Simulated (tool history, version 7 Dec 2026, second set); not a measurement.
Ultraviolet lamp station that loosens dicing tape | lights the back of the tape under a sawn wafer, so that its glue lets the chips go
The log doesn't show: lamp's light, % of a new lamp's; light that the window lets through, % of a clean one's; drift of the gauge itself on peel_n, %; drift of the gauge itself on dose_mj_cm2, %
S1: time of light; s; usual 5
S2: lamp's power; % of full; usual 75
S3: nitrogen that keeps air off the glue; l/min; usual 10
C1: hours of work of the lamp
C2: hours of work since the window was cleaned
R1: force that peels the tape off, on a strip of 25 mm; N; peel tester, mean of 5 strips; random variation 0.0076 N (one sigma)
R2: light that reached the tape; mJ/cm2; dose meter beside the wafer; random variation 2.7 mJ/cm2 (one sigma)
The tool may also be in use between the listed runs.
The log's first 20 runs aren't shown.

run 21 hour=341.1 | S1=5 S2=75 S3=10 | C1=436 C2=206 | R1=0.342 R2=291
run 22 hour=354.4 | S1=5 S2=80 S3=10 | C1=444 C2=214 | R1=0.325 R2=308
run 23 hour=375.2 | S1=5 S2=80 S3=10 | C1=457 C2=227 | R1=0.324 R2=306
run 24 hour=387 | S1=3 S2=90 S3=10 | C1=464 C2=234 | R1=0.534 R2=206
run 25 hour=404.9 | S1=3 S2=90 S3=10 | C1=475 C2=245 | R1=0.545 R2=208
run 26 hour=418.7 | S1=3 S2=71 S3=8 | C1=484 C2=254 | R1=0.76 R2=162
-- hour=420.4 window cleaned of glue's vapour
run 27 hour=442.5 | S1=3 S2=83 S3=16 | C1=498 C2=14 | R1=0.479 R2=209
run 28 hour=455.7 | S1=3 S2=99 S3=3 | C1=507 C2=22 | R1=0.61 R2=251
run 29 hour=474.5 | S1=2 S2=79 S3=3 | C1=518 C2=34 | R1=1.209 R2=130
run 30 hour=488.5 | S1=2 S2=79 S3=3 | C1=527 C2=42 | R1=1.192 R2=128
run 31 hour=506.3 | S1=5 S2=63 S3=3 | C1=538 C2=53 | R1=0.58 R2=253
run 32 hour=519.7 | S1=5 S2=75 S3=14 | C1=546 C2=62 | R1=0.308 R2=306
run 33 hour=531.4 | S1=2 S2=86 S3=8 | C1=553 C2=69 | R1=0.888 R2=140
run 34 hour=550.2 | S1=2 S2=86 S3=8 | C1=565 C2=81 | R1=0.913 R2=136
run 35 hour=561.4 | S1=5 S2=75 S3=6 | C1=572 C2=88 | R1=0.383 R2=298
run 36 hour=573.9 | S1=5 S2=95 S3=10 | C1=580 C2=95 | R1=0.27 R2=376
run 37 hour=596.9 | S1=5 S2=64 S3=12 | C1=594 C2=110 | R1=0.395 R2=246
run 38 hour=614.8 | S1=5 S2=64 S3=12 | C1=605 C2=121 | R1=0.404 R2=247
run 39 hour=630.4 | S1=5 S2=64 S3=12 | C1=615 C2=130 | R1=0.406 R2=241
run 40 hour=655.1 | S1=5 S2=75 S3=7 | C1=630 C2=146 | R1=0.393 R2=285
run 41 hour=667.1 | S1=5 S2=75 S3=7 | C1=638 C2=153 | R1=0.382 R2=281
run 42 hour=680.9 | S1=5 S2=75 S3=7 | C1=646 C2=162 | R1=0.395 R2=282

Forecast run 43:
run 43 hour=693.9 | S1=8 S2=67 S3=10 | C1=654 C2=170 | R1=? R2=?

Run 43 gave R1 0.268 N, R2 399 mJ/cm2.
Without the tool's hidden state the same run would have given R1 0.241 N, R2 526 mJ/cm2.
